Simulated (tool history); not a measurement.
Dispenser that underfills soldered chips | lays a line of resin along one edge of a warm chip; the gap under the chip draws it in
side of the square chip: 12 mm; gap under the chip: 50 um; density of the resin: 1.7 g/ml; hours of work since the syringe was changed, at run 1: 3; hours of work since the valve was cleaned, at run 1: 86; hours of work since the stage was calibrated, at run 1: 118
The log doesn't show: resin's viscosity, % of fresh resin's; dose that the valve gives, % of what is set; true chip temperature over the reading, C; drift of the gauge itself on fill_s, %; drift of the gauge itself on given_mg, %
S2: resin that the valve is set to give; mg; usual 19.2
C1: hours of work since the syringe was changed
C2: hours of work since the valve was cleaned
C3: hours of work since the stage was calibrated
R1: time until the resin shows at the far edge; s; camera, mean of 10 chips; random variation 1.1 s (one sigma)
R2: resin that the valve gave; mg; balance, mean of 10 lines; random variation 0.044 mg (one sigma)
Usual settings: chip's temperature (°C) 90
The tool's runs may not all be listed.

run 1 hour=0.0 | chip's_temperature_(°C)=90 S2=19.2 | C1=3 C2=86 C3=118 | R1=134.2 R2=18.35
-- hour=4.5 dispensing valve cleaned and set on the balance
run 2 hour=9.0 | chip's_temperature_(°C)=90 S2=19.2 | C1=8 C2=3 C3=123 | R1=190.9 R2=19.30
-- hour=14.1 new syringe of resin
run 3 hour=15.5 | chip's_temperature_(°C)=90 S2=19.2 | C1=1 C2=7 C3=127 | R1=115.5 R2=19.20
run 4 hour=20.0 | chip's_temperature_(°C)=90 S2=19.2 | C1=4 C2=10 C3=130 | R1=147.7 R2=19.15
run 5 hour=25.4 | chip's_temperature_(°C)=90 S2=19.2 | C1=7 C2=13 C3=133 | R1=187.6 R2=19.16
-- hour=31.7 new syringe of resin
run 6 hour=33.5 | chip's_temperature_(°C)=90 S2=19.2 | C1=1 C2=18 C3=138 | R1=117.5 R2=19.06
run 7 hour=37.9 | chip's_temperature_(°C)=96 S2=19.2 | C1=4 C2=21 C3=141 | R1=119.9 R2=18.94
run 8 hour=43.0 | chip's_temperature_(°C)=96 S2=19.2 | C1=7 C2=24 C3=144 | R1=150.4 R2=19.00
run 9 hour=47.8 | chip's_temperature_(°C)=96 S2=19.2 | C1=10 C2=27 C3=147 | R1=191.7 R2=18.98
-- hour=49.6 new syringe of resin
run 10 hour=54.0 | chip's_temperature_(°C)=85 S2=19.2 | C1=3 C2=31 C3=151 | R1=154.6 R2=18.97
run 11 hour=59.3 | chip's_temperature_(°C)=79 S2=22.0 | C1=6 C2=34 C3=154 | R1=237.6 R2=21.79
run 12 hour=63.9 | chip's_temperature_(°C)=84 S2=22.9 | C1=9 C2=37 C3=157 | R1=250.6 R2=22.53
-- hour=67.5 new syringe of resin
run 13 hour=69.1 | chip's_temperature_(°C)=99 S2=24.2 | C1=1 C2=40 C3=160 | R1=87.9 R2=23.86
run 14 hour=75.0 | chip's_temperature_(°C)=79 S2=24.5 | C1=5 C2=44 C3=164 | R1=218.6 R2=23.92
run 15 hour=81.3 | chip's_temperature_(°C)=98 S2=23.8 | C1=9 C2=48 C3=168 | R1=159.5 R2=23.18
-- hour=84.9 new syringe of resin
run 16 hour=87.0 | chip's_temperature_(°C)=98 S2=23.8 | C1=1 C2=51 C3=171 | R1=90.5 R2=23.27
run 17 hour=93.2 | chip's_temperature_(°C)=103 S2=19.3 | C1=5 C2=55 C3=175 | R1=107.7 R2=18.76
run 18 hour=97.7 | chip's_temperature_(°C)=103 S2=19.3 | C1=8 C2=58 C3=178 | R1=134.8 R2=18.74
-- hour=102.5 new syringe of resin
run 19 hour=103.9 | chip's_temperature_(°C)=103 S2=21.5 | C1=1 C2=62 C3=182 | R1=76.6 R2=20.84

3 ways to go on from here, each from the tool as it stands after run 19. What would each give?
run A hour=110.1 | chip's_temperature_(°C)=96 S2=18.7 | C1=5 C2=65 C3=186 | R1=? R2=?
run B hour=110.1 | chip's_temperature_(°C)=86 S2=20.5 | C1=5 C2=65 C3=186 | R1=? R2=?
run C hour=110.1 | chip's_temperature_(°C)=86 S2=21.5 | C1=5 C2=65 C3=186 | R1=? R2=?

run=A R1=122.3 R2=18.09
run=B R1=171.2 R2=19.94
run=C R1=169.0 R2=20.77
Without the tool's hidden state the same runs would have given:
run=A R1=88.9 R2=18.66
run=B R1=124.7 R2=20.56
run=C R1=123.4 R2=21.42
